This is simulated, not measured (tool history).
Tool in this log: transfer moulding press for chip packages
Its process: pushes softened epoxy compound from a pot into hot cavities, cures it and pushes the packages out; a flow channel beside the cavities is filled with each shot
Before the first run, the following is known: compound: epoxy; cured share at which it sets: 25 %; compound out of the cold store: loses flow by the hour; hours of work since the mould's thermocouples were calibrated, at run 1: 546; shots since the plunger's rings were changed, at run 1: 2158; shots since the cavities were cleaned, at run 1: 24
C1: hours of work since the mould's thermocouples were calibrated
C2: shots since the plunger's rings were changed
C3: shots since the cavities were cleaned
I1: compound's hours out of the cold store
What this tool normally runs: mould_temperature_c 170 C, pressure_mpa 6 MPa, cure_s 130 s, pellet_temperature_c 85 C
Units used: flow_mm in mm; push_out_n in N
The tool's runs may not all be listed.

{"run": 1, "hour": 0.0, "mould_temperature_c": 170, "pressure_mpa": 6, "cure_s": 130, "pellet_temperature_c": 85, "C1": 546, "C2": 2158, "C3": 24, "I1": 31.7, "flow_mm": 700, "push_out_n": 407}
{"run": 2, "hour": 20.6, "mould_temperature_c": 163, "pressure_mpa": 6, "cure_s": 130, "pellet_temperature_c": 85, "C1": 556, "C2": 2312, "C3": 178, "I1": 39.1, "flow_mm": 672, "push_out_n": 604}
{"run": 3, "hour": 49.3, "mould_temperature_c": 163, "pressure_mpa": 6, "cure_s": 130, "pellet_temperature_c": 85, "C1": 570, "C2": 2528, "C3": 394, "I1": 27.5, "flow_mm": 725, "push_out_n": 697}
{"run": 4, "hour": 61.5, "mould_temperature_c": 163, "pressure_mpa": 6, "cure_s": 130, "pellet_temperature_c": 85, "C1": 576, "C2": 2619, "C3": 485, "I1": 30.7, "flow_mm": 714, "push_out_n": 701}
{"run": 5, "hour": 78.0, "mould_temperature_c": 163, "pressure_mpa": 6, "cure_s": 130, "pellet_temperature_c": 85, "C1": 584, "C2": 2743, "C3": 609, "I1": 28.6, "flow_mm": 732, "push_out_n": 746}
{"run": 6, "hour": 104.4, "mould_temperature_c": 163, "pressure_mpa": 6, "cure_s": 130, "pellet_temperature_c": 85, "C1": 597, "C2": 2940, "C3": 806, "I1": 19.7, "flow_mm": 771, "push_out_n": 788}
{"hour": 117.7, "done": "cavities cleaned with cleaning compound and waxed"}
{"run": 7, "hour": 131.8, "mould_temperature_c": 163, "pressure_mpa": 6, "cure_s": 130, "pellet_temperature_c": 85, "C1": 610, "C2": 3135, "C3": 106, "I1": 39.5, "flow_mm": 659, "push_out_n": 587}
{"run": 8, "hour": 159.6, "mould_temperature_c": 163, "pressure_mpa": 6, "cure_s": 117, "pellet_temperature_c": 85, "C1": 624, "C2": 3343, "C3": 314, "I1": 20.7, "flow_mm": 763, "push_out_n": 836}
{"run": 9, "hour": 188.2, "mould_temperature_c": 163, "pressure_mpa": 6, "cure_s": 117, "pellet_temperature_c": 85, "C1": 638, "C2": 3557, "C3": 528, "I1": 46.1, "flow_mm": 628, "push_out_n": 812}
{"run": 10, "hour": 203.2, "mould_temperature_c": 163, "pressure_mpa": 6, "cure_s": 117, "pellet_temperature_c": 85, "C1": 645, "C2": 3670, "C3": 641, "I1": 41.2, "flow_mm": 654, "push_out_n": 837}
{"run": 11, "hour": 229.9, "mould_temperature_c": 163, "pressure_mpa": 6, "cure_s": 117, "pellet_temperature_c": 85, "C1": 658, "C2": 3870, "C3": 841, "I1": 21.1, "flow_mm": 755, "push_out_n": 981}
{"hour": 238.6, "done": "cavities cleaned with cleaning compound and waxed"}
{"run": 12, "hour": 259.4, "mould_temperature_c": 163, "pressure_mpa": 6, "cure_s": 117, "pellet_temperature_c": 85, "C1": 672, "C2": 4080, "C3": 156, "I1": 34.8, "flow_mm": 681, "push_out_n": 736}
{"run": 13, "hour": 273.7, "mould_temperature_c": 168, "pressure_mpa": 6, "cure_s": 117, "pellet_temperature_c": 85, "C1": 679, "C2": 4187, "C3": 263, "I1": 27.4, "flow_mm": 711, "push_out_n": 595}
{"run": 14, "hour": 289.4, "mould_temperature_c": 170, "pressure_mpa": 6, "cure_s": 130, "pellet_temperature_c": 85, "C1": 687, "C2": 4304, "C3": 380, "I1": 16.7, "flow_mm": 764, "push_out_n": 515}
{"run": 15, "hour": 315.9, "mould_temperature_c": 170, "pressure_mpa": 6, "cure_s": 130, "pellet_temperature_c": 85, "C1": 700, "C2": 4503, "C3": 579, "I1": 28.8, "flow_mm": 689, "push_out_n": 533}
{"run": 16, "hour": 332.2, "mould_temperature_c": 174, "pressure_mpa": 6, "cure_s": 112, "pellet_temperature_c": 84, "C1": 708, "C2": 4625, "C3": 701, "I1": 46.5, "flow_mm": 600, "push_out_n": 564}
{"run": 17, "hour": 344.4, "mould_temperature_c": 174, "pressure_mpa": 6, "cure_s": 129, "pellet_temperature_c": 82, "C1": 714, "C2": 4717, "C3": 793, "I1": 35.3, "flow_mm": 659, "push_out_n": 545}
{"hour": 358.5, "done": "plunger's sealing rings changed"}
{"hour": 362.6, "done": "cavities cleaned with cleaning compound and waxed"}
{"run": 18, "hour": 369.2, "mould_temperature_c": 169, "pressure_mpa": 6, "cure_s": 126, "pellet_temperature_c": 88, "C1": 724, "C2": 69, "C3": 50, "I1": 16.4, "flow_mm": 811, "push_out_n": 458}
{"run": 19, "hour": 385.5, "mould_temperature_c": 169, "pressure_mpa": 6, "cure_s": 126, "pellet_temperature_c": 88, "C1": 732, "C2": 191, "C3": 172, "I1": 20.3, "flow_mm": 782, "push_out_n": 493}
{"run": 20, "hour": 400.0, "mould_temperature_c": 170, "pressure_mpa": 4.69, "cure_s": 130, "pellet_temperature_c": 93, "C1": 740, "C2": 300, "C3": 281, "I1": 22.6, "flow_mm": 682, "push_out_n": 477}
{"run": 21, "hour": 420.8, "mould_temperature_c": 170, "pressure_mpa": 4.87, "cure_s": 146, "pellet_temperature_c": 94, "C1": 750, "C2": 455, "C3": 436, "I1": 26.4, "flow_mm": 676, "push_out_n": 505}
{"run": 22, "hour": 442.3, "mould_temperature_c": 176, "pressure_mpa": 7.35, "cure_s": 130, "pellet_temperature_c": 86, "C1": 761, "C2": 616, "C3": 597, "I1": 17.7, "flow_mm": 867, "push_out_n": 513}
{"run": 23, "hour": 456.8, "mould_temperature_c": 176, "pressure_mpa": 7.35, "cure_s": 130, "pellet_temperature_c": 86, "C1": 768, "C2": 725, "C3": 706, "I1": 37.1, "flow_mm": 757, "push_out_n": 527}
{"hour": 483.5, "done": "cavities cleaned with cleaning compound and waxed"}
{"run": 24, "hour": 486.7, "mould_temperature_c": 176, "pressure_mpa": 7.35, "cure_s": 130, "pellet_temperature_c": 86, "C1": 782, "C2": 938, "C3": 24, "I1": 40.5, "flow_mm": 733, "push_out_n": 370}
{"run": 25, "hour": 510.8, "mould_temperature_c": 176, "pressure_mpa": 7.35, "cure_s": 130, "pellet_temperature_c": 86, "C1": 794, "C2": 1119, "C3": 205, "I1": 42.9, "flow_mm": 716, "push_out_n": 417}
{"run": 26, "hour": 539.5, "mould_temperature_c": 167, "pressure_mpa": 6, "cure_s": 129, "pellet_temperature_c": 84, "C1": 808, "C2": 1334, "C3": 420, "I1": 13.2, "flow_mm": 811, "push_out_n": 602}
{"run": 27, "hour": 553.2, "mould_temperature_c": 167, "pressure_mpa": 6, "cure_s": 129, "pellet_temperature_c": 84, "C1": 815, "C2": 1437, "C3": 523, "I1": 36.9, "flow_mm": 678, "push_out_n": 582}
{"run": 28, "hour": 576.0, "mould_temperature_c": 170, "pressure_mpa": 5.86, "cure_s": 115, "pellet_temperature_c": 81, "C1": 826, "C2": 1607, "C3": 693, "I1": 8, "flow_mm": 847, "push_out_n": 630}

What if the next run were any one of these 5? Each begins from the tool's condition after run 28:
{"run": "A", "hour": 599.9, "mould_temperature_c": 177, "pressure_mpa": 4.98, "cure_s": 130, "pellet_temperature_c": 85, "C1": 838, "C2": 1786, "C3": 872, "I1": 12.2, "flow_mm": "?", "push_out_n": "?"}
{"run": "B", "hour": 599.9, "mould_temperature_c": 170, "pressure_mpa": 5.44, "cure_s": 130, "pellet_temperature_c": 85, "C1": 838, "C2": 1786, "C3": 872, "I1": 22.2, "flow_mm": "?", "push_out_n": "?"}
{"run": "C", "hour": 599.9, "mould_temperature_c": 163, "pressure_mpa": 5.86, "cure_s": 167, "pellet_temperature_c": 79, "C1": 838, "C2": 1786, "C3": 872, "I1": 36.9, "flow_mm": "?", "push_out_n": "?"}
{"run": "D", "hour": 599.9, "mould_temperature_c": 170, "pressure_mpa": 4.84, "cure_s": 154, "pellet_temperature_c": 80, "C1": 838, "C2": 1786, "C3": 872, "I1": 39.4, "flow_mm": "?", "push_out_n": "?"}
{"run": "E", "hour": 599.9, "mould_temperature_c": 170, "pressure_mpa": 5.86, "cure_s": 146, "pellet_temperature_c": 81, "C1": 838, "C2": 1786, "C3": 872, "I1": 35.9, "flow_mm": "?", "push_out_n": "?"}

run=A flow_mm=742 push_out_n=543
run=B flow_mm=726 push_out_n=605
run=C flow_mm=677 push_out_n=567
run=D flow_mm=602 push_out_n=547
run=E flow_mm=677 push_out_n=579
Without the tool's unlogged condition, the same runs would have read:
run=A flow_mm=763 push_out_n=375
run=B flow_mm=746 push_out_n=430
run=C flow_mm=696 push_out_n=400
run=D flow_mm=619 push_out_n=379
run=E flow_mm=696 push_out_n=404

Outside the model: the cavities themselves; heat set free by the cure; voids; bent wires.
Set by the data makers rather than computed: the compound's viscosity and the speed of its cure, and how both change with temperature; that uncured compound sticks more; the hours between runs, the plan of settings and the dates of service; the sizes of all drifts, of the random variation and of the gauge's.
